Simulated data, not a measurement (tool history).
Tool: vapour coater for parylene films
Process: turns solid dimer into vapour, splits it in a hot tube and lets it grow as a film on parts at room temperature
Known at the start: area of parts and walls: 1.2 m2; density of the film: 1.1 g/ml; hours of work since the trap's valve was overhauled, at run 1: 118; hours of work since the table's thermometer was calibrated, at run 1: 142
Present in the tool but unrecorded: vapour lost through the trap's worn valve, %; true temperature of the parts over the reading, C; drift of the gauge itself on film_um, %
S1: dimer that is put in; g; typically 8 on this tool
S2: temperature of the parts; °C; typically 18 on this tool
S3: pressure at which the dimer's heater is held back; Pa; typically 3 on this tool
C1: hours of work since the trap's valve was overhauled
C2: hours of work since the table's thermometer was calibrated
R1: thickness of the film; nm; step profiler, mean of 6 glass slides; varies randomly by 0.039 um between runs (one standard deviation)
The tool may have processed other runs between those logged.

run 1 hour=0 | S1=8 S2=18 S3=3 | C1=118 C2=142 | R1=4160
run 2 hour=21.9 | S1=8 S2=18 S3=3 | C1=133 C2=157 | R1=4190
run 3 hour=37.4 | S1=8 S2=18 S3=3 | C1=144 C2=169 | R1=4240
run 4 hour=48 | S1=4 S2=18 S3=3 | C1=152 C2=176 | R1=2070
run 5 hour=67.8 | S1=4 S2=18 S3=3 | C1=166 C2=190 | R1=2090
run 6 hour=91 | S1=8 S2=18 S3=3 | C1=183 C2=207 | R1=4210
run 7 hour=101.1 | S1=8 S2=18 S3=3 | C1=190 C2=214 | R1=4240
run 8 hour=115.4 | S1=8 S2=18 S3=3 | C1=201 C2=225 | R1=4210
run 9 hour=125.1 | S1=8 S2=18 S3=3 | C1=208 C2=232 | R1=4090
run 10 hour=136.8 | S1=8 S2=18 S3=3 | C1=216 C2=240 | R1=4320
run 11 hour=153.5 | S1=8 S2=18 S3=3 | C1=228 C2=252 | R1=4150
run 12 hour=166.1 | S1=8 S2=18 S3=3 | C1=237 C2=261 | R1=4210
run 13 hour=184.4 | S1=8 S2=19 S3=3 | C1=250 C2=274 | R1=4060
run 14 hour=194.9 | S1=8 S2=19 S3=3 | C1=258 C2=282 | R1=4030
run 15 hour=217.2 | S1=4 S2=23 S3=2.58 | C1=274 C2=298 | R1=1710
run 16 hour=227.8 | S1=4 S2=23 S3=2.58 | C1=281 C2=306 | R1=1780
run 17 hour=248.4 | S1=7 S2=18 S3=10.16 | C1=296 C2=320 | R1=2810
run 18 hour=259.6 | S1=7 S2=18 S3=10.16 | C1=304 C2=328 | R1=2770
run 19 hour=270.2 | S1=7 S2=27 S3=3.8 | C1=312 C2=336 | R1=2310
run 20 hour=284.8 | S1=7 S2=27 S3=3.8 | C1=322 C2=346 | R1=2290
run 21 hour=297.9 | S1=6 S2=26 S3=4.35 | C1=332 C2=356 | R1=2060
run 22 hour=315.7 | S1=10 S2=13 S3=7.53 | C1=345 C2=369 | R1=5380
run 23 hour=334.8 | S1=8 S2=18 S3=7.85 | C1=358 C2=382 | R1=3370
run 24 hour=351.5 | S1=8 S2=18 S3=7.85 | C1=370 C2=394 | R1=3370
run 25 hour=362.7 | S1=7 S2=26 S3=3.38 | C1=378 C2=403 | R1=2480
run 26 hour=382.5 | S1=10 S2=26 S3=3.38 | C1=393 C2=417 | R1=3530
run 27 hour=394.4 | S1=10 S2=26 S3=3.38 | C1=401 C2=425 | R1=3550
-- hour=402.2 trap's valve overhauled
run 28 hour=411.5 | S1=10 S2=26 S3=3.38 | C1=7 C2=435 | R1=3550

Each row is a separate what-if for the run after 28, all from the same tool condition, not one after another. Results?
run A hour=429.7 | S1=7 S2=18 S3=2.4 | C1=20 C2=448 | R1=?
run B hour=429.7 | S1=13 S2=24 S3=3.88 | C1=20 C2=448 | R1=?
run C hour=429.7 | S1=14 S2=14 S3=4.57 | C1=20 C2=448 | R1=?

run=A R1=3840
run=B R1=4880
run=C R1=7900
Without the tool's hidden state the same runs would have given:
run=A R1=3840
run=B R1=4880
run=C R1=7900
